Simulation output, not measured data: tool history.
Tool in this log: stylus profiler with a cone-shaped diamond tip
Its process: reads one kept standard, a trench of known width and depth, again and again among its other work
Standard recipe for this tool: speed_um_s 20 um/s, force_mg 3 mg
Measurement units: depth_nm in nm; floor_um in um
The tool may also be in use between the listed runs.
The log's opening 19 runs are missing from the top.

run,day,speed_um_s,force_mg,depth_nm,floor_um
20,12.554,7,3,504.21,15.64
21,13.454,7,3,503.99,15.56
22,14.379,7,3,503.94,15.67
23,15.167,7,3.58,504.45,15.61
24,15.738,46,3,504.14,15.47
25,16.117,38,2.8,503.87,15.51
26,17.033,8,7.76,507.87,15.58
27,17.508,8,7.76,507.79,15.66
28,17.925,12,1.08,502.02,15.55
29,18.404,7,8.93,508.46,15.63
30,18.942,24,1.36,502.26,15.5

Run 31 comes next. What will it give?
31,19.779,80,2.29,?,?

depth_nm: 503.24 nm
floor_um: 15.45 um
Had the tool carried no hidden state, the very same run would have given depth_nm 503.24 nm, floor_um 15.45 um.

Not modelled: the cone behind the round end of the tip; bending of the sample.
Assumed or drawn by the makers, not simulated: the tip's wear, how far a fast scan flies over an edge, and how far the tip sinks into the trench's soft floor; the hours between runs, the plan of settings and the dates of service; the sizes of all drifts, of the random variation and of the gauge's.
